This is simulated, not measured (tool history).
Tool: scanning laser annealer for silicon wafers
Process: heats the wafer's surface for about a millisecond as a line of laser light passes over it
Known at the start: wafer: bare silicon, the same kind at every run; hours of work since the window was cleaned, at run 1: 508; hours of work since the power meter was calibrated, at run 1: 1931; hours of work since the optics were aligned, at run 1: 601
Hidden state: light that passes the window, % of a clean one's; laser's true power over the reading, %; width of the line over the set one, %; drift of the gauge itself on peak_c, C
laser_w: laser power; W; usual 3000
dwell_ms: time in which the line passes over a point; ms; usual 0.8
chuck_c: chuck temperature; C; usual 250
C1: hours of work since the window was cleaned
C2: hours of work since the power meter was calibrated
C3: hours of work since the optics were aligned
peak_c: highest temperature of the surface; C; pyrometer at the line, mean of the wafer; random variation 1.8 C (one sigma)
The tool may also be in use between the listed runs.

Run 1, day 0: usual settings; C1 508; C2 1931; C3 601. Result: peak_c 925 C.
At day 3.167: window over the wafer cleaned.
Run 2, day 3.238: usual settings; C1 1; C2 1985; C3 655. Result: peak_c 977 C.
Run 3, day 6.158: usual settings; C1 51; C2 2035; C3 705. Result: peak_c 972 C.
Run 4, day 9.075: usual settings but dwell_ms 0.846 ms; C1 101; C2 2085; C3 755. Result: peak_c 986 C.
Run 5, day 11.329: usual settings but laser_w 3031 W; C1 140; C2 2124; C3 794. Result: peak_c 974 C.
Run 6, day 13.617: usual settings but laser_w 3031 W; C1 179; C2 2163; C3 833. Result: peak_c 968 C.
Run 7, day 16.746: usual settings but chuck_c 229 C; C1 233; C2 2217; C3 887. Result: peak_c 931 C.
Run 8, day 18.267: usual settings but chuck_c 258 C; C1 259; C2 2243; C3 913. Result: peak_c 957 C.
Run 9, day 21.708: usual settings; C1 318; C2 2302; C3 972. Result: peak_c 945 C.
Run 10, day 23.85: usual settings; C1 355; C2 2339; C3 1009. Result: peak_c 937 C.
Run 11, day 25.479: usual settings; C1 383; C2 2367; C3 1037. Result: peak_c 937 C.
Run 12, day 28.8: usual settings; C1 440; C2 2424; C3 1094. Result: peak_c 929 C.
Run 13, day 30.85: usual settings but chuck_c 216 C; C1 475; C2 2459; C3 1129. Result: peak_c 891 C.
Run 14, day 33.654: usual settings but chuck_c 216 C; C1 523; C2 2507; C3 1177. Result: peak_c 883 C.

Run 15 comes next. What will it give?
Run 15, day 35.179: usual settings but laser_w 2723 W, chuck_c 210 C; C1 549; C2 2533; C3 1203. Result: peak_c ?.

Run 15 gave peak_c 797 C.
Without the tool's hidden state the same run would have given peak_c 875 C.
